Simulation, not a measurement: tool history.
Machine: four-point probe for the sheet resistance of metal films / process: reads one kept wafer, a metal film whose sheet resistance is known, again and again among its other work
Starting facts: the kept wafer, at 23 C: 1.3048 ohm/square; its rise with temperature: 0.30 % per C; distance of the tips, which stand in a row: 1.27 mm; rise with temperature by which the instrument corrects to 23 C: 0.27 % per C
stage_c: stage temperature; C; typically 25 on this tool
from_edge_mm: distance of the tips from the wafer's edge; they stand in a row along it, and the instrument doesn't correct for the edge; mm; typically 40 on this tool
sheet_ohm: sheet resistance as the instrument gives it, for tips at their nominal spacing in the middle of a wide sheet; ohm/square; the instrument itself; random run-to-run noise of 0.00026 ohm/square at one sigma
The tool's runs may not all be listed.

{"run": 1, "hour": 0.0, "stage_c": 25, "from_edge_mm": 40, "sheet_ohm": 1.316034}
{"run": 2, "hour": 40.2, "stage_c": 25, "from_edge_mm": 17, "sheet_ohm": 1.318982}
{"run": 3, "hour": 115.1, "stage_c": 25, "from_edge_mm": 40, "sheet_ohm": 1.316382}
{"run": 4, "hour": 171.4, "stage_c": 25, "from_edge_mm": 40, "sheet_ohm": 1.316627}
{"run": 5, "hour": 241.8, "stage_c": 25, "from_edge_mm": 40, "sheet_ohm": 1.316858}
{"hour": 270.1, "done": "stage's thermometer calibrated"}
{"run": 6, "hour": 285.8, "stage_c": 25, "from_edge_mm": 14, "sheet_ohm": 1.322377}
{"run": 7, "hour": 365.8, "stage_c": 20, "from_edge_mm": 40, "sheet_ohm": 1.31523}
{"run": 8, "hour": 456.4, "stage_c": 20, "from_edge_mm": 40, "sheet_ohm": 1.315461}
{"run": 9, "hour": 523.1, "stage_c": 20, "from_edge_mm": 40, "sheet_ohm": 1.316253}
{"run": 10, "hour": 611.9, "stage_c": 20, "from_edge_mm": 40, "sheet_ohm": 1.31691}
{"run": 11, "hour": 693.1, "stage_c": 20, "from_edge_mm": 40, "sheet_ohm": 1.316866}
{"run": 12, "hour": 732.6, "stage_c": 20, "from_edge_mm": 40, "sheet_ohm": 1.317243}
{"run": 13, "hour": 796.5, "stage_c": 20, "from_edge_mm": 40, "sheet_ohm": 1.31644}
{"hour": 827.8, "done": "stage's thermometer calibrated, once more"}
{"run": 14, "hour": 888.2, "stage_c": 34, "from_edge_mm": 40, "sheet_ohm": 1.320573}
{"run": 15, "hour": 980.0, "stage_c": 27, "from_edge_mm": 4, "sheet_ohm": 1.385226}
{"run": 16, "hour": 1019.3, "stage_c": 27, "from_edge_mm": 4, "sheet_ohm": 1.385618}
{"run": 17, "hour": 1101.4, "stage_c": 24, "from_edge_mm": 4, "sheet_ohm": 1.383974}
{"run": 18, "hour": 1165.2, "stage_c": 24, "from_edge_mm": 5, "sheet_ohm": 1.36192}
{"run": 19, "hour": 1223.0, "stage_c": 21, "from_edge_mm": 6, "sheet_ohm": 1.347553}
{"run": 20, "hour": 1278.2, "stage_c": 18, "from_edge_mm": 10, "sheet_ohm": 1.326495}
{"run": 21, "hour": 1319.9, "stage_c": 25, "from_edge_mm": 8, "sheet_ohm": 1.335363}
{"run": 22, "hour": 1366.4, "stage_c": 25, "from_edge_mm": 9, "sheet_ohm": 1.332277}
{"run": 23, "hour": 1421.9, "stage_c": 33, "from_edge_mm": 9, "sheet_ohm": 1.335088}

Run 24 is up next; what results do you expect?
{"run": 24, "hour": 1464.0, "stage_c": 33, "from_edge_mm": 9, "sheet_ohm": "?"}

sheet_ohm: 1.33556 ohm/square
On a tool with no hidden condition, and with the same random variation, this run would have come out at sheet_ohm 1.322266 ohm/square.
